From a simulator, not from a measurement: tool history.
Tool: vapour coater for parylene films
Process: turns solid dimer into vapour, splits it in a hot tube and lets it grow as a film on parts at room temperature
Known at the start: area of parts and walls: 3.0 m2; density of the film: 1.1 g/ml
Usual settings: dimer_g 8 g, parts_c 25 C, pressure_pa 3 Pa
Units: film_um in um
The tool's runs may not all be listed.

run	hour	dimer_g	parts_c	pressure_pa	film_um
1	0	8	25	3	1.5
2	21.4	8	25	3	1.51
3	67.4	8	25	3	1.49
4	109.2	8	25	2.62	1.5
5	133.8	8	25	3	1.45
6	172.2	8	25	3	1.46
7	195.7	8	25	3	1.47
8	218.7	8	25	2.97	1.43
9	252.2	8	25	2.97	1.42
10	288.5	8	25	2.97	1.41
11	333.4	8	25	3	1.41
12	358.4	8	25	3	1.37
13	393.8	8	25	3	1.37
14	434.5	4	19	7.95	0.62
15	486.1	8	35	10.87	0.84
16	516.6	8	34	3.49	1.14
17	538.4	8	34	3.49	1.12
18	574.7	8	19	3	1.74
19	617.7	9	32	2.31	1.45
20	637.7	11	32	6.35	1.42
21	678	11	32	6.35	1.39
22	709.8	7	17	3.34	1.52
23	737.3	8	18	7.02	1.41

Taken out of this log: 2 entries between the listed runs. Where each belongs, and how the hidden state differs across it:
Between runs 6 and 7: trap's valve overhauled (hour 178.6)
  vapour lost through the trap's worn valve, %: 5 -> 6.5
  measured less the result without the state, film_um: -0.09 -> -0.11 um
Between runs 14 and 15: trap's valve overhauled, once more (hour 453)
  vapour lost through the trap's worn valve, %: 11.1 -> 1.2; true temperature of the parts over the reading, C: 0.26 -> 0.27
  measured less the result without the state, film_um: -0.08 -> -0.02 um
